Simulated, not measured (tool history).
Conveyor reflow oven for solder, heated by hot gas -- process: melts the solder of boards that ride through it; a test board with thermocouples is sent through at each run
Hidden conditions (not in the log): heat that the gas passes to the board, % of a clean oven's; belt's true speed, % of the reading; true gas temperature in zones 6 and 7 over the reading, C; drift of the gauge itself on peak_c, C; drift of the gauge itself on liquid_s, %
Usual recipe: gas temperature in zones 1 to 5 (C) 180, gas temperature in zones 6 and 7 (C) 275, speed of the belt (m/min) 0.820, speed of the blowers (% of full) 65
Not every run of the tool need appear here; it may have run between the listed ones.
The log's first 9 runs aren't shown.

| run | hour | gas temperature in zones 1 to 5 (C) | gas temperature in zones 6 and 7 (C) | speed of the belt (m/min) | speed of the blowers (% of full) | hours of work since the flux was cleaned out | hours of work since the belt drive was overhauled | hours of work since the thermocouples were changed | highest temperature of the board (C) | time above the solder's melting point (s) |
|---|---|---|---|---|---|---|---|---|---|---|
| 10 | 367.4 | 180 | 275 | 0.820 | 66 | 273 | 1208 | 576 | 254.1 | 34.3 |
| 11 | 406.7 | 180 | 275 | 0.820 | 66 | 291 | 1226 | 594 | 252.2 | 34.8 |
| 12 | 460.3 | 180 | 277 | 0.820 | 65 | 316 | 1251 | 619 | 254.6 | 35.1 |
| 13 | 494.6 | 180 | 277 | 0.820 | 65 | 332 | 1267 | 635 | 254.3 | 35.0 |
| 14 | 534.9 | 180 | 275 | 0.820 | 50 | 351 | 1286 | 654 | 250.0 | 32.3 |
|  | 569.0 | flux residue cleaned out of gas plates and filters |
| 15 | 589.9 | 188 | 275 | 0.820 | 50 | 10 | 1310 | 678 | 252.9 | 36.7 |
| 16 | 627.6 | 188 | 276 | 0.694 | 50 | 28 | 1328 | 696 | 259.5 | 46.7 |
| 17 | 656.9 | 188 | 276 | 0.694 | 50 | 41 | 1341 | 709 | 259.5 | 46.5 |
| 18 | 703.5 | 180 | 275 | 0.820 | 55 | 63 | 1363 | 731 | 252.0 | 34.1 |
| 19 | 728.4 | 180 | 279 | 0.820 | 65 | 75 | 1375 | 743 | 257.9 | 36.7 |
|  | 736.9 | belt drive overhauled, speed set with a stopwatch |
| 20 | 772.4 | 180 | 275 | 0.820 | 65 | 94 | 17 | 762 | 253.5 | 36.2 |
|  | 808.3 | thermocouples of zones 6 and 7 changed |
| 21 | 820.1 | 180 | 275 | 0.820 | 65 | 115 | 38 | 6 | 256.6 | 36.9 |
| 22 | 844.0 | 180 | 275 | 0.820 | 65 | 126 | 49 | 17 | 256.2 | 36.5 |
| 23 | 888.6 | 176 | 275 | 0.820 | 65 | 147 | 70 | 38 | 256.1 | 35.3 |
|  | 900.8 | belt drive overhauled, speed set with a stopwatch, once more |
| 24 | 922.3 | 176 | 275 | 0.820 | 65 | 161 | 10 | 52 | 253.8 | 33.3 |
| 25 | 947.2 | 176 | 275 | 0.820 | 65 | 173 | 22 | 63 | 254.3 | 33.2 |
| 26 | 998.5 | 175 | 275 | 0.820 | 65 | 197 | 46 | 88 | 253.3 | 32.6 |
| 27 | 1052.4 | 180 | 266 | 0.887 | 64 | 223 | 71 | 113 | 244.1 | 26.6 |
| 28 | 1105.7 | 180 | 275 | 0.896 | 71 | 248 | 96 | 138 | 252.6 | 29.9 |
| 29 | 1145.8 | 188 | 275 | 0.763 | 65 | 266 | 115 | 157 | 258.1 | 41.1 |
| 30 | 1181.8 | 188 | 275 | 0.763 | 65 | 283 | 132 | 174 | 258.4 | 40.9 |

Alternative continuations, all from the tool just after run 30; predict every row:
| A | 1213.0 | 180 | 270 | 0.960 | 65 | 298 | 147 | 188 | ? | ? |
| B | 1213.0 | 180 | 275 | 0.820 | 65 | 298 | 147 | 188 | ? | ? |
| C | 1213.0 | 182 | 272 | 0.763 | 65 | 298 | 147 | 188 | ? | ? |
| D | 1213.0 | 184 | 275 | 0.726 | 65 | 298 | 147 | 188 | ? | ? |

| run | highest temperature of the board (C) | time above the solder's melting point (s) |
|---|---|---|
| A | 243.7 | 24.0 |
| B | 254.0 | 34.1 |
| C | 254.9 | 37.7 |
| D | 259.0 | 42.4 |
Without the tool's hidden state the same runs would have given:
| run | highest temperature of the board (C) | time above the solder's melting point (s) |
|---|---|---|
| A | 245.8 | 25.3 |
| B | 255.9 | 34.9 |
| C | 256.5 | 38.5 |
| D | 260.5 | 43.1 |

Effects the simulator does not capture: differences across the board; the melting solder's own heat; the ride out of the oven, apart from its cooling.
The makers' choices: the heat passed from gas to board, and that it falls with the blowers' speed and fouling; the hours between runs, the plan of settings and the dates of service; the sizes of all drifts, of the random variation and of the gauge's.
